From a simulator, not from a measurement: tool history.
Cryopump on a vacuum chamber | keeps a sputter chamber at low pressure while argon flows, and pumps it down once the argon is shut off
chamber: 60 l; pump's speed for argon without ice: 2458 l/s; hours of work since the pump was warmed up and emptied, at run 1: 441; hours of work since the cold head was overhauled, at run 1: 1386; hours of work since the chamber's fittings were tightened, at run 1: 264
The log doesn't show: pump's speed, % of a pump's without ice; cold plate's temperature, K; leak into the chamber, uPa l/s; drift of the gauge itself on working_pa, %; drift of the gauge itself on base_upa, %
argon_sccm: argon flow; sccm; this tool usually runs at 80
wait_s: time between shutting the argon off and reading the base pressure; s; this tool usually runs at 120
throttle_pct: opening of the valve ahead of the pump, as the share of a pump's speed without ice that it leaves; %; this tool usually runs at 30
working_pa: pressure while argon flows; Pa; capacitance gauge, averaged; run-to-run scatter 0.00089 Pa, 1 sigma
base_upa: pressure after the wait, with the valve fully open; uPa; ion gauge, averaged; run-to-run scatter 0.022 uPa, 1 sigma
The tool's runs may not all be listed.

run	hour	argon_sccm	wait_s	throttle_pct	hours of work since the pump was warmed up and emptied	hours of work since the cold head was overhauled	hours of work since the chamber's fittings were tightened	working_pa	base_upa
1	0.0	80	120	30	441	1386	264	0.1913	0.65
2	29.7	80	120	30	465	1409	288	0.1944	0.67
3	51.2	80	120	20	482	1427	305	0.2824	0.70
4	94.4	80	120	20	517	1461	339	0.2861	0.73
5	136.5	80	120	30	550	1495	373	0.1946	0.71
6	168.8	80	120	30	576	1521	399	0.1967	0.72
7	208.7	80	120	30	608	1553	431	0.1966	0.71
8	230.4	80	120	30	626	1570	448	0.1968	0.68
9	254.0	80	120	30	645	1589	467	0.1965	0.77
10	299.5	80	120	30	681	1626	504	0.1983	0.72
11	319.0	80	120	24	697	1641	519	0.2434	0.75
12	361.9	80	120	24	731	1675	554	0.2440	0.74
13	406.8	80	120	24	767	1711	590	0.2450	0.77
14	432.1	52	120	30	787	1732	610	0.1297	0.77
15	466.3	147	72	23	815	1759	637	0.4732	1.12
16	487.0	140	105	33	831	1776	654	0.3208	0.91
17	521.5	140	105	33	859	1803	681	0.3219	0.91
18	555.7	34	54	40	886	1831	709	0.0659	1.39
19	586.6	34	54	40	911	1855	734	0.0660	1.45
# hour 613.4: pump warmed up, emptied and cooled again
20	620.7	148	95	30	6	1879	757	0.3431	0.88
21	660.9	148	95	30	38	1911	789	0.3420	0.89
22	698.5	35	61	30	68	1941	819	0.0812	1.24
23	723.7	117	196	48	88	1961	839	0.1700	0.55
24	758.6	134	64	25	116	1989	867	0.3740	1.21
25	788.8	65	221	21	141	2013	892	0.2176	0.59
26	827.1	65	221	21	171	2044	922	0.2154	0.56
27	861.3	117	50	31	199	2071	950	0.2633	1.49
28	894.3	131	166	25	225	2098	976	0.3685	0.63

Below are 3 alternative next runs, each starting from the tool's condition after run 28. Predict each:
A	921.5	131	166	33	247	2120	998	?	?
B	921.5	106	279	56	247	2120	998	?	?
C	921.5	80	33	30	247	2120	998	?	?

run	working_pa	base_upa
A	0.2819	0.67
B	0.1381	0.50
C	0.1905	2.13
Take away the tool's hidden state, keep each run's random variation, and the runs would have read:
run	working_pa	base_upa
A	0.2732	0.48
B	0.1311	0.32
C	0.1852	1.95

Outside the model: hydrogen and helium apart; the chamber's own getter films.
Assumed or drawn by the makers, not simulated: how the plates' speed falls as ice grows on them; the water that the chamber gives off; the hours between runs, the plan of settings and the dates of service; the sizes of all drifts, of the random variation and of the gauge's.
